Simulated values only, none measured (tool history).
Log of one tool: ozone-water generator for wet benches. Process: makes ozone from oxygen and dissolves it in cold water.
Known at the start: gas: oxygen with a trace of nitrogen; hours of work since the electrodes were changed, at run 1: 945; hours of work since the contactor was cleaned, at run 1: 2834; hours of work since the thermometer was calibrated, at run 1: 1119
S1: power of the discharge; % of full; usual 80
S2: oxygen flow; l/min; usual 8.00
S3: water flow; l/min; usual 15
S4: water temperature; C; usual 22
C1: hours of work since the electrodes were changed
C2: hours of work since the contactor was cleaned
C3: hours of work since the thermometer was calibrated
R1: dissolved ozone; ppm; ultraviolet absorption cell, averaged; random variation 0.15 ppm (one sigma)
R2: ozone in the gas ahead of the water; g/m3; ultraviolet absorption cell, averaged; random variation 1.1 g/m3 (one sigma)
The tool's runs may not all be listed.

| run | day | S1 | S2 | S3 | S4 | C1 | C2 | C3 | R1 | R2 |
|---|---|---|---|---|---|---|---|---|---|---|
| 1 | 0.000 | 80 | 8.00 | 15 | 22 | 945 | 2834 | 1119 | 19.4 | 188.4 |
| 2 | 1.733 | 80 | 8.00 | 15 | 22 | 975 | 2864 | 1150 | 19.6 | 186.1 |
| 3 | 3.296 | 80 | 8.00 | 15 | 22 | 1002 | 2892 | 1177 | 19.2 | 188.2 |
| 4 | 5.133 | 80 | 8.00 | 15 | 22 | 1034 | 2924 | 1209 | 19.2 | 185.7 |
| 5 | 6.583 | 80 | 8.00 | 15 | 22 | 1060 | 2949 | 1234 | 19.7 | 187.2 |
| 6 | 7.646 | 80 | 8.00 | 15 | 22 | 1078 | 2968 | 1253 | 19.2 | 187.1 |
| 7 | 9.467 | 80 | 8.00 | 15 | 22 | 1110 | 2999 | 1285 | 19.3 | 186.4 |
| 8 | 11.342 | 80 | 8.00 | 15 | 19 | 1143 | 3032 | 1317 | 20.7 | 185.6 |
| 9 | 12.675 | 80 | 8.00 | 15 | 19 | 1166 | 3055 | 1341 | 20.3 | 185.1 |
| 10 | 14.158 | 80 | 8.00 | 15 | 19 | 1192 | 3081 | 1367 | 20.4 | 184.9 |
| 11 | 15.192 | 80 | 8.00 | 18 | 22 | 1210 | 3099 | 1385 | 17.2 | 184.0 |
| 12 | 16.700 | 80 | 8.00 | 15 | 22 | 1236 | 3126 | 1411 | 19.4 | 184.8 |
| 13 | 19.179 | 80 | 8.00 | 15 | 22 | 1280 | 3169 | 1454 | 19.4 | 185.7 |
| 14 | 20.962 | 80 | 8.00 | 15 | 22 | 1311 | 3200 | 1485 | 19.2 | 183.8 |
| 15 | 22.158 | 80 | 9.15 | 9 | 22 | 1331 | 3221 | 1506 | 24.4 | 174.8 |
| 16 | 24.675 | 88 | 9.84 | 9 | 29 | 1375 | 3265 | 1550 | 21.1 | 179.4 |
| 17 | 26.812 | 80 | 11.94 | 15 | 16 | 1413 | 3302 | 1587 | 21.4 | 157.2 |
| 18 | 29.133 | 68 | 13.39 | 15 | 29 | 1453 | 3343 | 1628 | 14.0 | 138.6 |
| 19 | 30.783 | 89 | 13.39 | 15 | 19 | 1482 | 3372 | 1657 | 20.7 | 156.5 |
| 20 | 32.954 | 72 | 13.15 | 17 | 29 | 1520 | 3409 | 1695 | 13.6 | 142.1 |
| 21 | 35.225 | 72 | 13.15 | 17 | 29 | 1560 | 3449 | 1734 | 13.6 | 141.2 |
| 22 | 37.375 | 72 | 12.86 | 17 | 29 | 1597 | 3487 | 1772 | 13.5 | 142.9 |
| 23 | 38.533 | 80 | 12.73 | 13 | 30 | 1617 | 3507 | 1792 | 16.1 | 151.7 |
| 24 | 40.412 | 80 | 12.73 | 13 | 30 | 1650 | 3540 | 1825 | 15.9 | 150.8 |
| 25 | 42.038 | 83 | 8.00 | 15 | 25 | 1678 | 3568 | 1853 | 18.5 | 185.3 |
| 26 | 43.675 | 83 | 13.16 | 23 | 25 | 1707 | 3597 | 1882 | 13.7 | 150.9 |
| 27 | 45.042 | 83 | 13.16 | 23 | 25 | 1731 | 3620 | 1906 | 13.9 | 150.3 |
| 28 | 46.558 | 80 | 10.43 | 15 | 21 | 1757 | 3647 | 1932 | 19.3 | 163.2 |

4 ways to go on from here, each from the tool as it stands after run 28. What would each give?
| A | 48.154 | 80 | 8.00 | 16 | 22 | 1785 | 3675 | 1960 | ? | ? |
| B | 48.154 | 80 | 10.43 | 15 | 18 | 1785 | 3675 | 1960 | ? | ? |
| C | 48.154 | 80 | 5.63 | 15 | 24 | 1785 | 3675 | 1960 | ? | ? |
| D | 48.154 | 80 | 10.43 | 21 | 21 | 1785 | 3675 | 1960 | ? | ? |

| run | R1 | R2 |
|---|---|---|
| A | 18.8 | 183.5 |
| B | 20.5 | 162.5 |
| C | 18.8 | 212.0 |
| D | 16.0 | 163.1 |
Without the tool's hidden state the same runs would have given:
| run | R1 | R2 |
|---|---|---|
| A | 18.8 | 187.8 |
| B | 20.5 | 166.3 |
| C | 18.8 | 217.1 |
| D | 16.1 | 166.9 |

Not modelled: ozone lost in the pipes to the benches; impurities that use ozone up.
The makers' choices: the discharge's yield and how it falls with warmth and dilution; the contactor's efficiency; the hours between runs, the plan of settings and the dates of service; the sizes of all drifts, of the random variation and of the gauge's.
